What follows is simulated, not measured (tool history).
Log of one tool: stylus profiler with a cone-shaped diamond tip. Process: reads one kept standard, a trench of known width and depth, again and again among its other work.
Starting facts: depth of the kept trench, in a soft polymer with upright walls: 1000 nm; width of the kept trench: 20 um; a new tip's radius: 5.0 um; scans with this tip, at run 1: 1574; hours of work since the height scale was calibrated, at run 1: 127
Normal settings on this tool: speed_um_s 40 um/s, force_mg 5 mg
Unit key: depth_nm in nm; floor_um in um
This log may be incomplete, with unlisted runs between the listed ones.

| run | hour | speed_um_s | force_mg | scans with this tip | hours of work since the height scale was calibrated | depth_nm | floor_um |
|---|---|---|---|---|---|---|---|
| 1 | 0 | 40 | 5 | 1574 | 127 | 1026.08 | 13.86 |
| 2 | 91 | 124 | 5 | 2364 | 190 | 1026.08 | 13.59 |
| 3 | 180.5 | 124 | 5 | 3143 | 253 | 1026.01 | 13.55 |
| 4 | 274.2 | 124 | 5 | 3957 | 319 | 1026.24 | 13.57 |
| 5 | 321.6 | 124 | 5 | 4368 | 352 | 1026.4 | 13.56 |
| 6 | 414.5 | 124 | 5 | 5176 | 417 | 1026.14 | 13.55 |
| 7 | 472.3 | 13 | 5 | 5679 | 457 | 1025.8 | 13.96 |
| 8 | 565.7 | 13 | 5 | 6490 | 523 | 1025.79 | 13.99 |
| 9 | 618 | 19 | 5 | 6945 | 559 | 1025.79 | 13.96 |
| 10 | 706.7 | 19 | 5 | 7716 | 621 | 1026.09 | 13.97 |
| 11 | 804.5 | 19 | 2.59 | 8565 | 690 | 1016.43 | 13.91 |
| 12 | 891 | 19 | 2.59 | 9317 | 750 | 1017.05 | 13.96 |
| 13 | 980.7 | 40 | 5 | 10096 | 813 | 1026.04 | 13.81 |
| 14 | 1066.9 | 40 | 5 | 10846 | 873 | 1026.53 | 13.81 |
| 15 | 1156.7 | 40 | 5 | 11626 | 936 | 1026.18 | 13.84 |
| 16 | 1250 | 40 | 5 | 12437 | 1002 | 1025.64 | 13.83 |
| 17 | 1349 | 40 | 5 | 13297 | 1071 | 1025.78 | 13.8 |
| 18 | 1422.1 | 40 | 5 | 13932 | 1122 | 1026.51 | 13.84 |
| 19 | 1494.1 | 40 | 12.29 | 14558 | 1172 | 1047.8 | 13.85 |
| 20 | 1558.7 | 40 | 5 | 15120 | 1218 | 1025.95 | 13.85 |
| 21 | 1636.3 | 40 | 5 | 15794 | 1272 | 1025.91 | 13.79 |
| 22 | 1685.5 | 40 | 5 | 16221 | 1306 | 1026.25 | 13.8 |
| 23 | 1744.2 | 40 | 5 | 16731 | 1347 | 1026.33 | 13.78 |
| 24 | 1796.9 | 19 | 3.32 | 17190 | 1384 | 1019.95 | 13.85 |
| 25 | 1852.2 | 78 | 13.78 | 17670 | 1423 | 1051.47 | 13.82 |
|  | 1885.7 | new tip fitted, height scale calibrated |
| 26 | 1942.4 | 78 | 5.06 | 493 | 40 | 1026.54 | 13.74 |
| 27 | 2000.8 | 111 | 13.81 | 1000 | 81 | 1051.45 | 13.79 |
| 28 | 2085.2 | 111 | 13.81 | 1733 | 140 | 1051.7 | 13.73 |
| 29 | 2155.8 | 15 | 1.79 | 2347 | 189 | 1013.37 | 13.84 |
| 30 | 2234.5 | 15 | 1.79 | 3031 | 244 | 1013.07 | 13.88 |
| 31 | 2278.7 | 64 | 2.4 | 3415 | 275 | 1015.77 | 13.67 |
| 32 | 2319.5 | 45 | 4.67 | 3770 | 304 | 1024.69 | 13.85 |
| 33 | 2413.8 | 159 | 11.48 | 4589 | 370 | 1045.79 | 13.61 |
| 34 | 2455.4 | 159 | 11.48 | 4951 | 399 | 1045.67 | 13.58 |

What does the tool deliver on the next run?
| 35 | 2510.8 | 48 | 11.48 | 5432 | 437 | ? | ? |

{"run 35": {"depth_nm": 1045.72, "floor_um": 13.85}}
Were there no unlogged condition in the tool, this run, its random variation unchanged, would have produced depth_nm 1045.73 nm, floor_um 13.86 um.

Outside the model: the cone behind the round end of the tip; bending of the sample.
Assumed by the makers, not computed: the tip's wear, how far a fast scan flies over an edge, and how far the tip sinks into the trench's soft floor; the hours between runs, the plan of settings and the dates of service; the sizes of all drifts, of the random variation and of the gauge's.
